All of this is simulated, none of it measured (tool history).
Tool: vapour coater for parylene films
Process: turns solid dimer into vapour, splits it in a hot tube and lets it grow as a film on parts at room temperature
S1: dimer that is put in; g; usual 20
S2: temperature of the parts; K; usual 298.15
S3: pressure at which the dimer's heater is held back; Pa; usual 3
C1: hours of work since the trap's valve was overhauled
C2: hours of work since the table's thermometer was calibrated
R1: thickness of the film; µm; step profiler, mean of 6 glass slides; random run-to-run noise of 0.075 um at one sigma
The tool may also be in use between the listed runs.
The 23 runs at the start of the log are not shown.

| run | hour | S1 | S2 | S3 | C1 | C2 | R1 |
|---|---|---|---|---|---|---|---|
| 24 | 1245.8 | 13 | 308.15 | 2.05 | 56 | 226 | 7.64 |
| 25 | 1303.5 | 13 | 298.15 | 8.42 | 102 | 272 | 9.3 |
| 26 | 1364.7 | 9 | 299.15 | 5.73 | 150 | 320 | 6.48 |
| 27 | 1405.5 | 19 | 294.15 | 11.05 | 182 | 352 | 15.24 |
| 28 | 1442.5 | 19 | 294.15 | 11.05 | 211 | 381 | 15.2 |
| 29 | 1512.7 | 19 | 294.15 | 11.05 | 267 | 437 | 14.96 |
| 30 | 1574.1 | 25 | 307.15 | 9.67 | 315 | 485 | 13.01 |
| 31 | 1602.8 | 14 | 305.15 | 3 | 338 | 508 | 8.54 |
| 32 | 1659.6 | 14 | 305.15 | 3 | 383 | 553 | 8.51 |
| 33 | 1708.4 | 11 | 303.15 | 9.47 | 421 | 591 | 6.44 |
| 34 | 1757.7 | 11 | 303.15 | 9.47 | 460 | 630 | 6.4 |
| 35 | 1786.5 | 14 | 291.15 | 9.47 | 483 | 653 | 12.15 |
| 36 | 1842.1 | 14 | 298.15 | 6.73 | 527 | 696 | 9.85 |
| 37 | 1871.2 | 14 | 298.15 | 6.73 | 550 | 719 | 9.81 |
| 38 | 1928.7 | 13 | 292.15 | 8.04 | 595 | 765 | 11.03 |

Predict each of these 4 candidate next runs independently; none follows another, all start after run 38:
| A | 1996 | 13 | 298.15 | 8.04 | 648 | 818 | ? |
| B | 1996 | 29 | 298.15 | 6.5 | 648 | 818 | ? |
| C | 1996 | 13 | 298.15 | 3 | 648 | 818 | ? |
| D | 1996 | 27 | 298.15 | 5.26 | 648 | 818 | ? |

| run | R1 |
|---|---|
| A | 8.92 |
| B | 20.2 |
| C | 9.69 |
| D | 19.15 |
What these runs would have given with no unlogged condition in the tool:
| run | R1 |
|---|---|
| A | 9.46 |
| B | 21.44 |
| C | 10.29 |
| D | 20.33 |

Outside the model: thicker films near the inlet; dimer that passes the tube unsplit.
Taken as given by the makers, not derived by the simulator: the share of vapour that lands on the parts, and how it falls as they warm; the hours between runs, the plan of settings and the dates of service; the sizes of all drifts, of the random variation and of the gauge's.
